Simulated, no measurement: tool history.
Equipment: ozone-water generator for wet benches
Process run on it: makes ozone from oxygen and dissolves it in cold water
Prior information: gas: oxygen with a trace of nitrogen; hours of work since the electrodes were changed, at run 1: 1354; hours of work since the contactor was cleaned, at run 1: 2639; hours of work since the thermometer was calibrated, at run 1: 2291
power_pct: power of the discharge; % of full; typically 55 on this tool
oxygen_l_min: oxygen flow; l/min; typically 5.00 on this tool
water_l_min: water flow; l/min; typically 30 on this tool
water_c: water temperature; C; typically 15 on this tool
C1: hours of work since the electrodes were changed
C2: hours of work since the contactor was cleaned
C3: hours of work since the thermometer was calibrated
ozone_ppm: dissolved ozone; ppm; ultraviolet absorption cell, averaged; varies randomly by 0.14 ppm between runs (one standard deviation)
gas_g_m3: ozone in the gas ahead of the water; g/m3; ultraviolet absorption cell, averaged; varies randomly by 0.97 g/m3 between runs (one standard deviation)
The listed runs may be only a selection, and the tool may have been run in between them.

run 1 hour=0.0 | power_pct=55 oxygen_l_min=5.00 water_l_min=30 water_c=15 | C1=1354 C2=2639 C3=2291 | ozone_ppm=15.2 gas_g_m3=159.0
run 2 hour=79.9 | power_pct=55 oxygen_l_min=5.00 water_l_min=30 water_c=15 | C1=1405 C2=2690 C3=2341 | ozone_ppm=14.9 gas_g_m3=158.7
run 3 hour=185.0 | power_pct=55 oxygen_l_min=5.00 water_l_min=30 water_c=15 | C1=1472 C2=2757 C3=2408 | ozone_ppm=14.8 gas_g_m3=158.3
run 4 hour=320.4 | power_pct=55 oxygen_l_min=3.10 water_l_min=30 water_c=15 | C1=1558 C2=2843 C3=2494 | ozone_ppm=12.8 gas_g_m3=193.6
run 5 hour=417.6 | power_pct=55 oxygen_l_min=3.10 water_l_min=30 water_c=15 | C1=1620 C2=2905 C3=2556 | ozone_ppm=12.6 gas_g_m3=192.0
run 6 hour=479.1 | power_pct=55 oxygen_l_min=3.10 water_l_min=30 water_c=15 | C1=1659 C2=2944 C3=2595 | ozone_ppm=12.5 gas_g_m3=191.4
run 7 hour=618.3 | power_pct=55 oxygen_l_min=5.00 water_l_min=30 water_c=15 | C1=1747 C2=3032 C3=2684 | ozone_ppm=15.0 gas_g_m3=158.6
run 8 hour=704.3 | power_pct=55 oxygen_l_min=5.00 water_l_min=30 water_c=15 | C1=1802 C2=3087 C3=2739 | ozone_ppm=14.6 gas_g_m3=159.9
-- hour=760.8 water thermometer calibrated
run 9 hour=843.8 | power_pct=55 oxygen_l_min=5.00 water_l_min=30 water_c=15 | C1=1890 C2=3175 C3=53 | ozone_ppm=14.6 gas_g_m3=156.0
run 10 hour=926.8 | power_pct=55 oxygen_l_min=5.00 water_l_min=30 water_c=15 | C1=1943 C2=3228 C3=106 | ozone_ppm=14.6 gas_g_m3=155.6
run 11 hour=1005.4 | power_pct=55 oxygen_l_min=3.23 water_l_min=30 water_c=15 | C1=1993 C2=3278 C3=156 | ozone_ppm=12.6 gas_g_m3=184.2
run 12 hour=1089.9 | power_pct=55 oxygen_l_min=2.58 water_l_min=30 water_c=15 | C1=2047 C2=3332 C3=209 | ozone_ppm=11.7 gas_g_m3=203.1
run 13 hour=1219.2 | power_pct=68 oxygen_l_min=2.58 water_l_min=30 water_c=15 | C1=2129 C2=3414 C3=292 | ozone_ppm=13.3 gas_g_m3=232.3
run 14 hour=1361.4 | power_pct=68 oxygen_l_min=2.58 water_l_min=30 water_c=15 | C1=2220 C2=3505 C3=382 | ozone_ppm=13.2 gas_g_m3=230.2
run 15 hour=1444.1 | power_pct=68 oxygen_l_min=2.58 water_l_min=30 water_c=15 | C1=2272 C2=3557 C3=435 | ozone_ppm=13.1 gas_g_m3=230.4
run 16 hour=1546.6 | power_pct=68 oxygen_l_min=2.58 water_l_min=30 water_c=15 | C1=2337 C2=3623 C3=500 | ozone_ppm=12.9 gas_g_m3=229.5
run 17 hour=1694.0 | power_pct=88 oxygen_l_min=3.61 water_l_min=30 water_c=7 | C1=2431 C2=3716 C3=594 | ozone_ppm=18.7 gas_g_m3=236.3
run 18 hour=1803.1 | power_pct=71 oxygen_l_min=3.61 water_l_min=30 water_c=21 | C1=2501 C2=3786 C3=663 | ozone_ppm=14.3 gas_g_m3=208.4
run 19 hour=1916.8 | power_pct=55 oxygen_l_min=6.92 water_l_min=35 water_c=15 | C1=2573 C2=3858 C3=735 | ozone_ppm=13.5 gas_g_m3=135.7
run 20 hour=2026.7 | power_pct=65 oxygen_l_min=5.88 water_l_min=30 water_c=15 | C1=2643 C2=3928 C3=805 | ozone_ppm=16.4 gas_g_m3=160.0
run 21 hour=2103.9 | power_pct=66 oxygen_l_min=5.00 water_l_min=39 water_c=15 | C1=2692 C2=3977 C3=854 | ozone_ppm=12.0 gas_g_m3=173.2
-- hour=2167.4 contactor cleaned
run 22 hour=2176.8 | power_pct=63 oxygen_l_min=2.66 water_l_min=48 water_c=10 | C1=2736 C2=6 C3=898 | ozone_ppm=7.4 gas_g_m3=214.1
run 23 hour=2285.3 | power_pct=51 oxygen_l_min=5.18 water_l_min=45 water_c=22 | C1=2805 C2=75 C3=967 | ozone_ppm=8.8 gas_g_m3=144.0
run 24 hour=2436.3 | power_pct=51 oxygen_l_min=6.83 water_l_min=45 water_c=10 | C1=2901 C2=171 C3=1063 | ozone_ppm=10.6 gas_g_m3=129.8
run 25 hour=2519.8 | power_pct=55 oxygen_l_min=5.00 water_l_min=22 water_c=17 | C1=2954 C2=224 C3=1116 | ozone_ppm=18.4 gas_g_m3=153.4
run 26 hour=2617.7 | power_pct=41 oxygen_l_min=5.00 water_l_min=43 water_c=17 | C1=3016 C2=286 C3=1179 | ozone_ppm=8.4 gas_g_m3=127.4
run 27 hour=2738.1 | power_pct=55 oxygen_l_min=5.00 water_l_min=30 water_c=15 | C1=3093 C2=363 C3=1255 | ozone_ppm=14.3 gas_g_m3=152.4
run 28 hour=2824.5 | power_pct=55 oxygen_l_min=5.00 water_l_min=30 water_c=15 | C1=3148 C2=418 C3=1310 | ozone_ppm=14.5 gas_g_m3=150.8
run 29 hour=2948.2 | power_pct=55 oxygen_l_min=5.00 water_l_min=30 water_c=15 | C1=3227 C2=497 C3=1389 | ozone_ppm=14.4 gas_g_m3=150.5
run 30 hour=3068.8 | power_pct=55 oxygen_l_min=5.00 water_l_min=42 water_c=8 | C1=3303 C2=573 C3=1466 | ozone_ppm=10.8 gas_g_m3=149.9
run 31 hour=3191.3 | power_pct=63 oxygen_l_min=4.57 water_l_min=22 water_c=11 | C1=3381 C2=651 C3=1544 | ozone_ppm=21.2 gas_g_m3=169.9
run 32 hour=3336.3 | power_pct=43 oxygen_l_min=4.57 water_l_min=34 water_c=16 | C1=3473 C2=744 C3=1636 | ozone_ppm=10.5 gas_g_m3=135.0

What if the next run were any one of these 3? Each begins from the tool's condition after run 32:
run A hour=3457.3 | power_pct=55 oxygen_l_min=5.00 water_l_min=30 water_c=18 | C1=3550 C2=821 C3=1713 | ozone_ppm=? gas_g_m3=?
run B hour=3457.3 | power_pct=44 oxygen_l_min=2.64 water_l_min=30 water_c=11 | C1=3550 C2=821 C3=1713 | ozone_ppm=? gas_g_m3=?
run C hour=3457.3 | power_pct=46 oxygen_l_min=2.57 water_l_min=34 water_c=16 | C1=3550 C2=821 C3=1713 | ozone_ppm=? gas_g_m3=?

run=A ozone_ppm=13.7 gas_g_m3=149.5
run=B ozone_ppm=10.1 gas_g_m3=168.6
run=C ozone_ppm=8.6 gas_g_m3=173.0
With no hidden state in the tool, these same runs would have given:
run=A ozone_ppm=15.2 gas_g_m3=164.6
run=B ozone_ppm=11.0 gas_g_m3=182.6
run=C ozone_ppm=9.5 gas_g_m3=188.0

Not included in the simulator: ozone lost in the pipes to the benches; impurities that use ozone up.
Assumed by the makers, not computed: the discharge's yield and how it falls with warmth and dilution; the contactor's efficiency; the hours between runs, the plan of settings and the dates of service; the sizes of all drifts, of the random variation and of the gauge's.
